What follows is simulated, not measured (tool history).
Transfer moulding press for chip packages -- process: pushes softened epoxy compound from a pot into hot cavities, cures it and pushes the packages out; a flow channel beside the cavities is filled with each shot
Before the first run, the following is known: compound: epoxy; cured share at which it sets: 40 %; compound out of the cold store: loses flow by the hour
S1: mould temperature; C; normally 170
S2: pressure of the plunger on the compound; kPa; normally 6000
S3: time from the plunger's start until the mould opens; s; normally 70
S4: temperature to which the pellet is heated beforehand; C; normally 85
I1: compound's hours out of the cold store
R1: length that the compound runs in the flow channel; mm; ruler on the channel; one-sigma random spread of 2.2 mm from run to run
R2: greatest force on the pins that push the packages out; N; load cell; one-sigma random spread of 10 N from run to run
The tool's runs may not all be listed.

run,hour,S1,S2,S3,S4,I1,R1,R2
1,0,170,6000,70,85,39.9,512,477
2,12.7,170,6000,70,86,35.7,522,468
# hour 15.3: cavities cleaned with cleaning compound and waxed
3,26.5,170,6000,70,86,28.8,544,484
4,40.7,170,6000,70,85,10.1,607,509
# hour 51: plunger's sealing rings changed
5,51.4,170,6000,70,85,44.5,498,471
6,60,170,6000,79,85,17.7,587,467
# hour 63.4: cavities cleaned with cleaning compound and waxed
7,69.6,170,6000,79,85,32.6,531,458
8,80.4,170,6000,79,85,43.9,501,438
9,93.2,170,6000,79,85,31,542,433
10,102.1,163,6000,70,85,46.9,504,666
# hour 108.8: cavities cleaned with cleaning compound and waxed
11,112.2,170,6000,70,85,14.2,595,470
12,118.2,170,6570,70,85,32.8,559,491
13,128.8,170,6570,70,85,19.8,599,492
14,140.5,170,6570,70,85,28.9,573,497
15,148.8,170,5400,98,89,22.6,536,430
# hour 154.6: cavities cleaned with cleaning compound and waxed
16,157.8,170,5400,98,89,15,565,445
17,169.4,170,5400,98,89,41.5,480,438
18,181.2,173,6000,70,77,32.9,527,461
19,188.9,173,6000,70,77,27.6,545,464
20,196.2,171,5220,57,79,34.2,493,593
# hour 199.8: cavities cleaned with cleaning compound and waxed
21,207.7,171,5220,57,79,34.7,490,599
22,219.1,170,5680,68,85,35.2,512,507
23,228.5,173,4500,89,83,15.2,502,437
24,234.9,173,4500,89,91,40.1,442,425
# hour 244.9: cavities cleaned with cleaning compound and waxed
25,249.9,168,6000,70,85,43.3,507,510
26,261.1,162,5190,78,85,42.6,486,605
27,268.4,167,4950,68,85,27.4,508,576
28,276.8,171,4950,68,85,14.5,533,488

What if the next run were any one of these 5? Each begins from the tool's condition after run 28:
A,285.9,171,6000,70,85,12.6,?,?
B,285.9,172,5210,70,89,9.5,?,?
C,285.9,171,4950,68,82,30.8,?,?
D,285.9,171,5420,88,83,26.1,?,?
E,285.9,171,6500,68,85,33.1,?,?

run,R1,R2
A,602,501
B,567,451
C,488,493
D,526,440
E,551,490
With the hidden condition removed and each run's random variation left untouched, the same runs would have given:
run,R1,R2
A,602,497
B,567,448
C,488,489
D,526,436
E,551,486
